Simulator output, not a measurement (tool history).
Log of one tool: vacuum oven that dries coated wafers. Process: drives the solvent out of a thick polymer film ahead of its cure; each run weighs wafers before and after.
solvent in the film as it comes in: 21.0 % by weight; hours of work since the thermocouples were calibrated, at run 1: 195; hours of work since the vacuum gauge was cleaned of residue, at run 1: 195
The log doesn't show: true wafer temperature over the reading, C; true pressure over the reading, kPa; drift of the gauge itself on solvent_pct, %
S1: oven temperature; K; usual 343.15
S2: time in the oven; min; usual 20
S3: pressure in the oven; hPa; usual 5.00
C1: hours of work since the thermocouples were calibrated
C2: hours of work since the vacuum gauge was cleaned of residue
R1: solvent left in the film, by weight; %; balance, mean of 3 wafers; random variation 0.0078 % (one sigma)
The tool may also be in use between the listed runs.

| run | day | S1 | S2 | S3 | C1 | C2 | R1 |
|---|---|---|---|---|---|---|---|
| 1 | 0.000 | 343.15 | 20 | 5.00 | 195 | 195 | 1.022 |
| 2 | 2.167 | 343.15 | 32 | 5.00 | 231 | 231 | 0.366 |
| 3 | 5.162 | 343.15 | 32 | 5.00 | 282 | 282 | 0.375 |
| 4 | 7.296 | 343.15 | 20 | 5.00 | 317 | 317 | 1.011 |
| 5 | 11.692 | 338.15 | 20 | 5.00 | 391 | 391 | 1.702 |
| 6 | 13.958 | 343.15 | 20 | 5.00 | 429 | 429 | 1.001 |
| 7 | 16.292 | 343.15 | 20 | 5.00 | 468 | 468 | 1.014 |
| 8 | 18.562 | 343.15 | 20 | 5.00 | 506 | 506 | 0.986 |
| 9 | 21.467 | 343.15 | 20 | 5.00 | 555 | 555 | 0.990 |
| 10 | 25.458 | 333.15 | 20 | 5.00 | 621 | 621 | 2.626 |
| 11 | 27.400 | 333.15 | 20 | 5.00 | 654 | 654 | 2.621 |
| 12 | 30.912 | 333.15 | 20 | 5.00 | 713 | 713 | 2.621 |
| 13 | 34.646 | 333.15 | 20 | 5.00 | 775 | 775 | 2.592 |
| 14 | 37.092 | 333.15 | 20 | 5.00 | 816 | 816 | 2.579 |
| 15 | 40.250 | 333.15 | 20 | 5.00 | 869 | 869 | 2.582 |
| 16 | 42.121 | 333.15 | 20 | 5.00 | 900 | 900 | 2.554 |
| 17 | 46.533 | 347.15 | 20 | 5.00 | 974 | 974 | 0.616 |
|  | 46.929 | oven's thermocouples calibrated |
| 18 | 50.642 | 347.15 | 20 | 5.00 | 62 | 1042 | 0.583 |
| 19 | 53.212 | 347.15 | 20 | 5.00 | 105 | 1085 | 0.568 |
|  | 55.638 | oven's thermocouples calibrated, once more |
| 20 | 57.046 | 343.15 | 20 | 7.48 | 24 | 1148 | 1.211 |
|  | 57.750 | vacuum gauge cleaned of residue and calibrated |
| 21 | 59.321 | 343.15 | 20 | 7.48 | 61 | 26 | 1.097 |
| 22 | 63.688 | 343.15 | 20 | 7.48 | 134 | 99 | 1.100 |
| 23 | 67.754 | 336.15 | 18 | 11.74 | 202 | 167 | 2.827 |
| 24 | 71.562 | 340.15 | 11 | 6.48 | 266 | 231 | 4.052 |
| 25 | 74.054 | 340.15 | 25 | 7.10 | 307 | 273 | 0.915 |
| 26 | 77.242 | 344.15 | 25 | 7.72 | 361 | 326 | 0.627 |
| 27 | 80.254 | 344.15 | 21 | 7.53 | 411 | 377 | 0.884 |
| 28 | 84.600 | 344.15 | 12 | 15.51 | 484 | 450 | 2.956 |
| 29 | 88.675 | 329.15 | 20 | 3.59 | 552 | 518 | 3.463 |
| 30 | 90.875 | 337.15 | 27 | 4.89 | 589 | 555 | 0.942 |
| 31 | 93.842 | 333.15 | 22 | 19.50 | 639 | 604 | 3.031 |
| 32 | 97.229 | 343.15 | 20 | 4.81 | 695 | 661 | 0.938 |
| 33 | 99.417 | 343.15 | 24 | 8.40 | 732 | 698 | 0.759 |
| 34 | 102.317 | 343.15 | 24 | 8.40 | 781 | 746 | 0.780 |

Run 35 comes next. What will it give?
| 35 | 104.746 | 343.15 | 24 | 8.40 | 821 | 787 | ? |

{"run 35": {"R1": 0.763}}
Without the tool's hidden state the same run would have given R1 0.804 %.
